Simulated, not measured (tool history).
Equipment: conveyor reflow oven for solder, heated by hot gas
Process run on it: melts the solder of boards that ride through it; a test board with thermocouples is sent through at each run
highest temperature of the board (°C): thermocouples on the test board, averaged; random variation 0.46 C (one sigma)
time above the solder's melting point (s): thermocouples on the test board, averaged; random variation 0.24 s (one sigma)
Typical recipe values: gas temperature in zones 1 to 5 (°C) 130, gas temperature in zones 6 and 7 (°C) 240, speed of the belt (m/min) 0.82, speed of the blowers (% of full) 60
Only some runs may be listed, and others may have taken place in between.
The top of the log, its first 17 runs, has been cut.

run   hour  gas temperature in zones 1 to 5 (°C)  gas temperature in zones 6 and 7 (°C)  speed of the belt (m/min)  speed of the blowers (% of full)  hours of work since the flux was cleaned out  hours of work since the belt drive was overhauled  hours of work since the thermocouples were changed  highest temperature of the board (°C)  time above the solder's melting point (s)
 18  177.2                                   122                                    236                      0.804                                58                                            30                                                  7                                                 463                                  212.4                                       32.6
 19  185.6                                   128                                    240                       0.82                                70                                            34                                                 11                                                 467                                  219.4                                         38
 20  195.6                                   128                                    240                       0.82                                70                                            39                                                 16                                                 472                                  219.8                                       37.4
 21  203.5                                   142                                    238                       0.82                                70                                            43                                                 20                                                 476                                  221.1                                       41.3
 22  212.6                                   142                                    238                       0.82                                70                                            47                                                 24                                                 480                                  220.9                                       41.1
     222.5  -- belt drive overhauled, speed set with a stopwatch, once more
 23  225.5                                   142                                    238                       0.82                                70                                            52                                                  1                                                 485                                  220.5                                       40.2
 24  231.8                                   142                                    238                       0.82                                70                                            55                                                  5                                                 488                                    220                                       40.6
 25  243.6                                   142                                    242                      0.837                                70                                            60                                                 10                                                 494                                  222.5                                       41.3
 26  250.9                                   122                                    247                      0.947                                85                                            64                                                 14                                                 497                                    222                                       31.8
 27  261.4                                   122                                    247                      0.868                                85                                            69                                                 19                                                 502                                  224.9                                         37
 28  271.6                                   117                                    240                      0.799                                60                                            74                                                 24                                                 507                                  215.4                                       33.9
 29  283.6                                   117                                    240                      0.799                                60                                            80                                                 30                                                 513                                  215.4                                       33.8
 30  291.1                                   126                                    240                      0.799                                60                                            84                                                 34                                                 517                                  217.2                                       36.3

Below are 4 alternative next runs, each starting from the tool's condition after run 30. Predict each:
  A  301.1                                   140                                    229                      0.721                                60                                            89                                                 38                                                 522                                      ?                                          ?
  B  301.1                                   130                                    240                      0.749                                60                                            89                                                 38                                                 522                                      ?                                          ?
  C  301.1                                   117                                    240                       0.82                                60                                            89                                                 38                                                 522                                      ?                                          ?
  D  301.1                                   135                                    255                       0.82                                50                                            89                                                 38                                                 522                                      ?                                          ?

run  highest temperature of the board (°C)  time above the solder's melting point (s)
  A                                  213.4                                       42.4
  B                                  221.2                                       41.5
  C                                  214.5                                         32
  D                                  227.6                                       42.2
Without the tool's hidden state the same runs would have given:
run  highest temperature of the board (°C)  time above the solder's melting point (s)
  A                                  215.4                                       43.6
  B                                  223.4                                       42.6
  C                                  216.9                                       33.3
  D                                  229.8                                         43
